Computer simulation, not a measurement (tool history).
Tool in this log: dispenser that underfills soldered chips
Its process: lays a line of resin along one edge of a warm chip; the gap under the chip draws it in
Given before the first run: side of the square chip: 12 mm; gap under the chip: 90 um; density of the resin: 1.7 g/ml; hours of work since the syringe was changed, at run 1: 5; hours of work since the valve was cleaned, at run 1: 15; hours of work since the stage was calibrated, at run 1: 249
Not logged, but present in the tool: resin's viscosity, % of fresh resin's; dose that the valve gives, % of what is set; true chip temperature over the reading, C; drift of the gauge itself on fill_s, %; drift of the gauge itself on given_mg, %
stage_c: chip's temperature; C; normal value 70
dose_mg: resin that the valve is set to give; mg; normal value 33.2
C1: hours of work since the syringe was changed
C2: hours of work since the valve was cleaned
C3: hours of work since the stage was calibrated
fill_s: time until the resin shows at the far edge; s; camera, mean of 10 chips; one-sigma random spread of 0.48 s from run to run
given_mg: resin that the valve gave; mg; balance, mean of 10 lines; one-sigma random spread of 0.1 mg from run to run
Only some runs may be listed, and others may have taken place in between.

{"run": 1, "hour": 0.0, "stage_c": 70, "dose_mg": 33.2, "C1": 5, "C2": 15, "C3": 249, "fill_s": 44.7, "given_mg": 32.82}
{"hour": 8.3, "done": "new syringe of resin"}
{"run": 2, "hour": 11.8, "stage_c": 82, "dose_mg": 33.2, "C1": 2, "C2": 23, "C3": 257, "fill_s": 28, "given_mg": 32.74}
{"hour": 24.2, "done": "new syringe of resin"}
{"run": 3, "hour": 25.5, "stage_c": 70, "dose_mg": 37.8, "C1": 1, "C2": 31, "C3": 266, "fill_s": 38.6, "given_mg": 37.28}
{"run": 4, "hour": 34.2, "stage_c": 70, "dose_mg": 37.8, "C1": 7, "C2": 37, "C3": 271, "fill_s": 46.3, "given_mg": 37.22}
{"hour": 40.5, "done": "new syringe of resin"}
{"run": 5, "hour": 43.8, "stage_c": 75, "dose_mg": 33.2, "C1": 2, "C2": 43, "C3": 278, "fill_s": 35.2, "given_mg": 32.52}
{"run": 6, "hour": 50.2, "stage_c": 75, "dose_mg": 33.2, "C1": 7, "C2": 48, "C3": 282, "fill_s": 40.4, "given_mg": 32.41}
{"hour": 55.8, "done": "new syringe of resin"}
{"run": 7, "hour": 61.7, "stage_c": 72, "dose_mg": 33.2, "C1": 4, "C2": 55, "C3": 289, "fill_s": 42, "given_mg": 32.39}
{"hour": 71.4, "done": "dispensing valve cleaned and set on the balance"}
{"hour": 72.7, "done": "new syringe of resin"}
{"run": 8, "hour": 73.0, "stage_c": 70, "dose_mg": 33.2, "C1": 0, "C2": 1, "C3": 296, "fill_s": 39.2, "given_mg": 32.92}
{"run": 9, "hour": 85.1, "stage_c": 74, "dose_mg": 33.8, "C1": 8, "C2": 9, "C3": 304, "fill_s": 44, "given_mg": 33.68}
{"hour": 88.1, "done": "new syringe of resin"}
{"run": 10, "hour": 91.2, "stage_c": 72, "dose_mg": 35.3, "C1": 2, "C2": 13, "C3": 308, "fill_s": 38.7, "given_mg": 34.8}
{"run": 11, "hour": 102.7, "stage_c": 76, "dose_mg": 30.5, "C1": 10, "C2": 20, "C3": 315, "fill_s": 43.9, "given_mg": 30.23}

What does the tool deliver on the next run?
{"hour": 104.2, "done": "new syringe of resin"}
{"run": 12, "hour": 108.8, "stage_c": 76, "dose_mg": 30.5, "C1": 3, "C2": 24, "C3": 319, "fill_s": "?", "given_mg": "?"}

Run 12 produced fill_s 35.1 s, given_mg 30.18 mg.
With the hidden condition absent and the run-to-run variation left alone, this run would have shown fill_s 31 s, given_mg 30.54 mg.
